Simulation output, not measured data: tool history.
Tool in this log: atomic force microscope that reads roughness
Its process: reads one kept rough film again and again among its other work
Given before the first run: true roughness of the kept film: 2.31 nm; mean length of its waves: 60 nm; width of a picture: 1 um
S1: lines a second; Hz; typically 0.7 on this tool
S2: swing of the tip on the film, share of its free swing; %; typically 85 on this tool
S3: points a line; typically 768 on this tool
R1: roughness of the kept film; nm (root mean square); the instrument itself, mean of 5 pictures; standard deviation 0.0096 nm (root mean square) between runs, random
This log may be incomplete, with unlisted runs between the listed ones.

run,hour,S1,S2,S3,R1
1,0,0.7,85,768,2.116
2,7,0.7,85,768,2.113
# hour 12.8: new tip fitted
3,15.6,0.7,85,768,2.167
4,23.3,0.7,85,768,2.153
5,29.6,0.7,85,768,2.157
6,34,0.7,85,768,2.153
7,43.7,0.7,85,713,2.142
8,52.6,0.7,85,713,2.154
9,61.5,0.7,63,768,2.216
10,68.4,0.7,63,768,2.22
11,73.2,0.7,85,650,2.145
12,77.3,0.7,65,768,2.212
13,82.1,3.791,65,768,2.051
14,89.4,1.1,85,768,2.081
15,98.2,1.1,85,768,2.076
16,107,1.1,85,768,2.068
17,111.1,0.7,85,768,2.133
18,121,0.507,85,768,2.161
19,125.1,0.507,85,768,2.154
# hour 127.4: new tip fitted
20,132.8,0.507,85,768,2.189
21,142,0.507,85,768,2.179
22,146.8,0.507,85,768,2.184
23,151.3,0.507,85,768,2.177
24,157.3,0.507,85,768,2.196
25,162.5,0.507,85,768,2.177
26,168.8,0.7,85,1022,2.137
27,177.6,1.122,59,768,2.191
28,185.9,2.832,65,457,2.095
29,190.6,2.832,65,457,2.1
30,200.5,0.7,75,937,2.17
31,209,0.7,65,768,2.203
32,216.4,0.7,65,768,2.184
33,223.3,1.477,85,768,2.037

Run 34 comes next. What will it give?
34,233.2,1.477,85,768,?

{"run 34": {"R1": 2.038}}
Minus the tool's unlogged condition, the same run would have read R1 2.086 nm (root mean square).
